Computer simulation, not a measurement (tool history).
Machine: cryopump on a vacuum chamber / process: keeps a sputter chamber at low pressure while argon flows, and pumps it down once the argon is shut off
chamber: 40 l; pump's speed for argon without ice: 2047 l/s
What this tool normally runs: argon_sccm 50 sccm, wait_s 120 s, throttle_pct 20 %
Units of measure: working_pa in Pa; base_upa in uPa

{"run": 1, "hour": 0.0, "argon_sccm": 50, "wait_s": 120, "throttle_pct": 20, "working_pa": 0.2079, "base_upa": 0.97}
{"run": 2, "hour": 59.0, "argon_sccm": 50, "wait_s": 120, "throttle_pct": 20, "working_pa": 0.2082, "base_upa": 1.05}
{"run": 3, "hour": 134.2, "argon_sccm": 50, "wait_s": 120, "throttle_pct": 20, "working_pa": 0.2084, "base_upa": 1.09}
{"run": 4, "hour": 189.5, "argon_sccm": 50, "wait_s": 120, "throttle_pct": 20, "working_pa": 0.2111, "base_upa": 1.07}
{"run": 5, "hour": 313.3, "argon_sccm": 50, "wait_s": 120, "throttle_pct": 20, "working_pa": 0.2104, "base_upa": 1.2}
{"run": 6, "hour": 388.5, "argon_sccm": 50, "wait_s": 120, "throttle_pct": 20, "working_pa": 0.2122, "base_upa": 1.28}
{"run": 7, "hour": 440.9, "argon_sccm": 50, "wait_s": 120, "throttle_pct": 20, "working_pa": 0.2132, "base_upa": 1.33}
{"run": 8, "hour": 493.8, "argon_sccm": 50, "wait_s": 120, "throttle_pct": 20, "working_pa": 0.2136, "base_upa": 1.32}
{"run": 9, "hour": 566.8, "argon_sccm": 50, "wait_s": 120, "throttle_pct": 20, "working_pa": 0.2153, "base_upa": 1.39}
{"hour": 639.9, "done": "pump warmed up, emptied and cooled again"}
{"run": 10, "hour": 650.9, "argon_sccm": 49, "wait_s": 120, "throttle_pct": 20, "working_pa": 0.2043, "base_upa": 1.29}
{"run": 11, "hour": 748.3, "argon_sccm": 50, "wait_s": 120, "throttle_pct": 39, "working_pa": 0.1089, "base_upa": 1.34}
{"run": 12, "hour": 867.6, "argon_sccm": 50, "wait_s": 120, "throttle_pct": 39, "working_pa": 0.1103, "base_upa": 1.43}
{"run": 13, "hour": 971.9, "argon_sccm": 50, "wait_s": 120, "throttle_pct": 20, "working_pa": 0.2113, "base_upa": 1.48}
{"run": 14, "hour": 1027.8, "argon_sccm": 38, "wait_s": 36, "throttle_pct": 53, "working_pa": 0.0638, "base_upa": 2.65}
{"run": 15, "hour": 1125.8, "argon_sccm": 38, "wait_s": 269, "throttle_pct": 53, "working_pa": 0.0646, "base_upa": 1.31}
{"run": 16, "hour": 1200.6, "argon_sccm": 86, "wait_s": 51, "throttle_pct": 53, "working_pa": 0.1481, "base_upa": 2.3}
{"hour": 1304.3, "done": "pump warmed up, emptied and cooled again"}
{"run": 17, "hour": 1307.6, "argon_sccm": 25, "wait_s": 26, "throttle_pct": 29, "working_pa": 0.0724, "base_upa": 3.18}
{"run": 18, "hour": 1423.5, "argon_sccm": 25, "wait_s": 26, "throttle_pct": 29, "working_pa": 0.072, "base_upa": 3.24}
{"run": 19, "hour": 1548.2, "argon_sccm": 25, "wait_s": 106, "throttle_pct": 31, "working_pa": 0.0695, "base_upa": 1.87}
{"run": 20, "hour": 1649.2, "argon_sccm": 25, "wait_s": 106, "throttle_pct": 31, "working_pa": 0.069, "base_upa": 1.91}
{"run": 21, "hour": 1716.1, "argon_sccm": 29, "wait_s": 34, "throttle_pct": 20, "working_pa": 0.1242, "base_upa": 3.1}
{"run": 22, "hour": 1834.7, "argon_sccm": 21, "wait_s": 128, "throttle_pct": 33, "working_pa": 0.056, "base_upa": 1.95}
{"run": 23, "hour": 1937.2, "argon_sccm": 90, "wait_s": 63, "throttle_pct": 28, "working_pa": 0.2819, "base_upa": 2.56}
{"hour": 1965.9, "done": "pump warmed up, emptied and cooled again"}
{"run": 24, "hour": 2055.3, "argon_sccm": 37, "wait_s": 37, "throttle_pct": 23, "working_pa": 0.1346, "base_upa": 2.93}
{"hour": 2137.6, "done": "leaking fittings of the chamber tightened, without venting"}
{"run": 25, "hour": 2147.1, "argon_sccm": 37, "wait_s": 37, "throttle_pct": 23, "working_pa": 0.1366, "base_upa": 1.62}

Each row is a separate what-if for the run after 25, all from the same tool condition, not one after another. Results?
{"run": "A", "hour": 2256.8, "argon_sccm": 27, "wait_s": 46, "throttle_pct": 16, "working_pa": "?", "base_upa": "?"}
{"run": "B", "hour": 2256.8, "argon_sccm": 50, "wait_s": 252, "throttle_pct": 20, "working_pa": "?", "base_upa": "?"}
{"run": "C", "hour": 2256.8, "argon_sccm": 40, "wait_s": 44, "throttle_pct": 35, "working_pa": "?", "base_upa": "?"}
{"run": "D", "hour": 2256.8, "argon_sccm": 31, "wait_s": 47, "throttle_pct": 22, "working_pa": "?", "base_upa": "?"}

run=A working_pa=0.1419 base_upa=1.42
run=B working_pa=0.2120 base_upa=0.45
run=C working_pa=0.0978 base_upa=1.50
run=D working_pa=0.1191 base_upa=1.44
What these runs would have given with no unlogged condition in the tool:
run=A working_pa=0.1391 base_upa=1.33
run=B working_pa=0.2069 base_upa=0.36
run=C working_pa=0.0937 base_upa=1.42
run=D working_pa=0.1160 base_upa=1.35
